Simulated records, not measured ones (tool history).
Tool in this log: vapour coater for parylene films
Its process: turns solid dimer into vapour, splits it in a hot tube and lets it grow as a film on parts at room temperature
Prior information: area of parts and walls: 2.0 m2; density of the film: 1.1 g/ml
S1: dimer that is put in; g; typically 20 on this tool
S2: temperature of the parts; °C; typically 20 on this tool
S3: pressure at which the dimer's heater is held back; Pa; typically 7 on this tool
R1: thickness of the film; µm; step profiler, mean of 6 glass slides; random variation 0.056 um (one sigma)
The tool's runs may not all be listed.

run   hour  S1  S2     S3     R1
  1      0  20  20      7   5.68
  2     21  20  20      7    5.6
      27.9  -- trap's valve overhauled
  3   47.5  20  20      7   5.44
  4   65.4  20  20      7   5.31
  5   90.7  20  20   4.65    5.5
  6  105.5  20  20   4.65    5.4
  7  130.2  20  20   4.65    5.4
  8  147.9  30  20      7   7.73
  9  165.1  36  20      7    9.3
     176.6  -- trap's valve overhauled, once more
 10  200.2  36  20      7  11.54
 11  219.3  20  21      7   6.31
 12  246.8  20  21      7   6.15
 13  264.4  20  21      7   6.17
 14  285.2  20  21   7.66   5.88
 15  313.4  20  21   7.66   5.94
 16  327.8  20  21   7.66   5.89
 17  351.4  20  20   6.77   6.17
 18    371  20  20   6.77   6.15
 19  392.8  20  20      7   6.11
 20  424.4  20  20  10.45   5.71
 21  448.2  20  20  10.45   5.88
 22  472.4  33  12   3.82  13.67
 23  488.3  13  28   3.82   3.03
 24  513.2  18  20   3.24   5.76
 25  542.8  18  20   3.24   5.82
 26  557.2  13  30   3.24   2.81
 27  579.2   8  19   2.75   2.69
 28    607   8  19   2.75   2.63
 29  620.7   8  14   2.75   3.16
 30  648.9  35  14   4.36  13.34
 31  663.9   8  18      7   2.41
 32  682.8   9  17   8.42   2.86
 33  707.5  25  19   8.42   7.24
 34  730.5  25  19   8.42   7.18
     761.2  -- trap's valve overhauled
 35  764.6  31  19      8  10.24
 36  782.5  11  13   6.64   4.62
 37  800.6  11  13   6.64   4.62
 38    828  35  17      7  12.56
 39  855.1  35  17      7  12.36

Predict each of these 4 candidate next runs independently; none follows another, all start after run 39:
  A  887.6  17  17  4.67   ?
  B  887.6  15  22  3.19   ?
  C  887.6  20  31     7   ?
  D  887.6   8  20     7   ?

run    R1
  A  6.26
  B  4.72
  C  4.05
  D  2.49
Had the tool no hidden state, the same runs would have come out as:
run    R1
  A  6.51
  B  4.92
  C  4.22
  D  2.59
